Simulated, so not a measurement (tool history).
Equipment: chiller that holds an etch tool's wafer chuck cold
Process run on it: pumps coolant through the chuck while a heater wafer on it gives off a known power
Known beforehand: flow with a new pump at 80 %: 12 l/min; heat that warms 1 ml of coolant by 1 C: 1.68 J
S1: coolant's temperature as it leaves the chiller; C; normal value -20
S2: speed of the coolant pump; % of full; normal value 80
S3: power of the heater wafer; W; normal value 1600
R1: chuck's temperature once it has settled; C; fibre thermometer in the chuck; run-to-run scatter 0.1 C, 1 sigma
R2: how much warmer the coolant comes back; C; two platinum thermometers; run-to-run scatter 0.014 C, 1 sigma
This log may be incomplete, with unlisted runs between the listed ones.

run,hour,S1,S2,S3,R1,R2
1,0,-20,80,1600,-6.6,4.96
2,66.6,-20,80,1600,-6.7,4.97
3,138.1,-20,80,1600,-6.3,4.99
4,178.4,-20,80,1600,-6.1,4.98
5,244.9,-20,80,1600,-6.4,4.98
6,291.2,-20,80,1600,-6.2,4.98
7,362.1,-20,80,1600,-6.2,5.02
8,408.5,-20,80,1600,-6.1,5.02
9,471.7,-20,80,1600,-6.2,5
10,506.4,-20,62,1600,-3.6,6.55
11,568.7,-20,80,1600,-6.2,5.01
12,657.5,-20,80,1600,-8,5.14
13,738.5,-20,80,1600,-8.3,5.11
14,818.4,-20,80,2230,-4.1,6.66
15,871.4,-20,80,1063,-12.4,3.18
16,931.1,-20,80,1063,-12.6,3.17
17,991,-20,80,1063,-12.4,3.18
18,1075.3,-20,80,2150,-4.4,6.44
19,1123.4,-14,89,1674,-2.8,4.49
20,1166,-14,89,1674,-2.9,4.5
21,1206.8,-22,89,1674,-10.9,4.47
22,1289.2,-19,60,972,-10.5,3.92
23,1372.9,-19,60,972,-10.5,3.96
24,1417.7,-27,60,1600,-12.8,6.5
25,1493.1,-29,83,1814,-15.9,5.25
26,1574.3,-25,80,1645,-12.9,4.93
27,1655.2,-20,64,1213,-9.8,4.63
28,1717.4,-22,80,1671,-9.8,5.03
29,1772.4,-15,65,979,-6.8,3.66
30,1856.7,-15,98,918,-9.3,2.23
31,1934.7,-15,98,918,-9.1,2.25
32,1984.9,-20,68,1960,-3.7,7.04

Withheld: 3 entries from between the runs. Position of each, and hidden state at the listed run before versus the listed run after:
From run 11 to run 12: coolant changed, channels flushed (hour 580.1); coolant pump overhauled (hour 585.1)
  heat passed by the chuck's channels, % of clean ones': 79.4 -> 99.3; flow at a given pump speed, % of a new pump's: 95 -> 93.4; coolant's true temperature over the reading, C: -0.22 -> -0.23
  measured result minus the result with no hidden state, R1: +2.5 -> +0.4 C; R2: +0.25 -> +0.34 C
From run 13 to run 14: coolant pump overhauled, once more (hour 793.2)
  heat passed by the chuck's channels, % of clean ones': 98.9 -> 98.6; flow at a given pump speed, % of a new pump's: 93.3 -> 100
  measured result minus the result with no hidden state, R1: +0.4 -> -0.1 C; R2: +0.34 -> +0 C

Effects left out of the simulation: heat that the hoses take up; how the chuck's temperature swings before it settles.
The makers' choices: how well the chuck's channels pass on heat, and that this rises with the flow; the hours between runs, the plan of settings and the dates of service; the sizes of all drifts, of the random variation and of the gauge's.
